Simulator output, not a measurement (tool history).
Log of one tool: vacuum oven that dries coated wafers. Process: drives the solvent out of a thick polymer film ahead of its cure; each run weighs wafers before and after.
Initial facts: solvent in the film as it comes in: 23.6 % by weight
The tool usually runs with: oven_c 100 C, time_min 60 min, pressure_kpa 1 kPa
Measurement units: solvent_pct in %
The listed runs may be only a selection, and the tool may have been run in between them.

run   hour  oven_c  time_min  pressure_kpa  solvent_pct
  1      0     100        60             1         5.62
  2   74.1     100        60             1         5.63
  3  133.9     100        60             1         5.59
  4  202.7     100        60             1         5.68
  5  277.6     100        60          0.99         5.49
  6  333.3     104        74           1.8         3.97
  7  407.3     114        68           1.8         2.23
  8  450.8     114        68           1.8         2.07
  9  509.3      98        95          1.27          4.1
 10  543.8      85       106          3.25        12.05

What if the next run were any one of these 3? Each begins from the tool's condition after run 10:
  A  604.4      85        31          3.25            ?
  B  604.4     109        60             1            ?
  C  604.4     100        60          0.54            ?

run  solvent_pct
  A        17.19
  B         2.79
  C         5.21
With the hidden condition removed and each run's random variation left untouched, the same runs would have given:
run  solvent_pct
  A        17.16
  B         2.77
  C         5.18
